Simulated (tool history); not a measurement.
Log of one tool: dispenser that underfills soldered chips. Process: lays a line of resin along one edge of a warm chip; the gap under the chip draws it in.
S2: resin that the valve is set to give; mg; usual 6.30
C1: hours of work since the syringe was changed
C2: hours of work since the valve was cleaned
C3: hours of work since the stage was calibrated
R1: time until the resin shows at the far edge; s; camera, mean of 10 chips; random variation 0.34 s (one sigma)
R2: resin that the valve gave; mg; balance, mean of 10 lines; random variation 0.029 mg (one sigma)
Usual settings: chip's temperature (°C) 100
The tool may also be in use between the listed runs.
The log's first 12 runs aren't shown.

{"run": 13, "hour": 76.6, "chip's temperature (°C)": 100, "S2": 6.3, "C1": 5, "C2": 29, "C3": 219, "R1": 25.0, "R2": 6.26}
{"hour": 81.4, "done": "new syringe of resin"}
{"run": 14, "hour": 85.0, "chip's temperature (°C)": 100, "S2": 6.3, "C1": 3, "C2": 34, "C3": 224, "R1": 19.0, "R2": 6.17}
{"run": 15, "hour": 91.5, "chip's temperature (°C)": 100, "S2": 6.3, "C1": 7, "C2": 39, "C3": 229, "R1": 28.9, "R2": 6.2}
{"hour": 94.0, "done": "new syringe of resin"}
{"run": 16, "hour": 96.3, "chip's temperature (°C)": 100, "S2": 6.3, "C1": 2, "C2": 42, "C3": 232, "R1": 17.9, "R2": 6.21}
{"run": 17, "hour": 100.4, "chip's temperature (°C)": 100, "S2": 6.3, "C1": 4, "C2": 45, "C3": 235, "R1": 22.1, "R2": 6.14}
{"hour": 106.8, "done": "new syringe of resin"}
{"run": 18, "hour": 108.8, "chip's temperature (°C)": 106, "S2": 6.3, "C1": 1, "C2": 51, "C3": 240, "R1": 14.4, "R2": 6.14}
{"run": 19, "hour": 114.4, "chip's temperature (°C)": 91, "S2": 7.08, "C1": 5, "C2": 54, "C3": 244, "R1": 35.4, "R2": 6.94}
{"hour": 119.3, "done": "new syringe of resin"}
{"run": 20, "hour": 119.4, "chip's temperature (°C)": 108, "S2": 5.72, "C1": 0, "C2": 58, "C3": 248, "R1": 11.8, "R2": 5.56}
{"run": 21, "hour": 126.8, "chip's temperature (°C)": 99, "S2": 7.05, "C1": 5, "C2": 63, "C3": 253, "R1": 24.9, "R2": 6.81}
{"hour": 131.8, "done": "new syringe of resin"}
{"run": 22, "hour": 133.4, "chip's temperature (°C)": 93, "S2": 6.45, "C1": 1, "C2": 67, "C3": 257, "R1": 22.5, "R2": 6.24}
{"run": 23, "hour": 138.0, "chip's temperature (°C)": 98, "S2": 7.45, "C1": 4, "C2": 70, "C3": 260, "R1": 25.2, "R2": 7.17}

Run 24 comes next. What will it give?
{"run": 24, "hour": 142.2, "chip's temperature (°C)": 96, "S2": 6.24, "C1": 7, "C2": 73, "C3": 263, "R1": "?", "R2": "?"}

R1: 35.1 s
R2: 6.00 mg
Without the tool's hidden state the same run would have given R1 18.6 s, R2 6.21 mg.
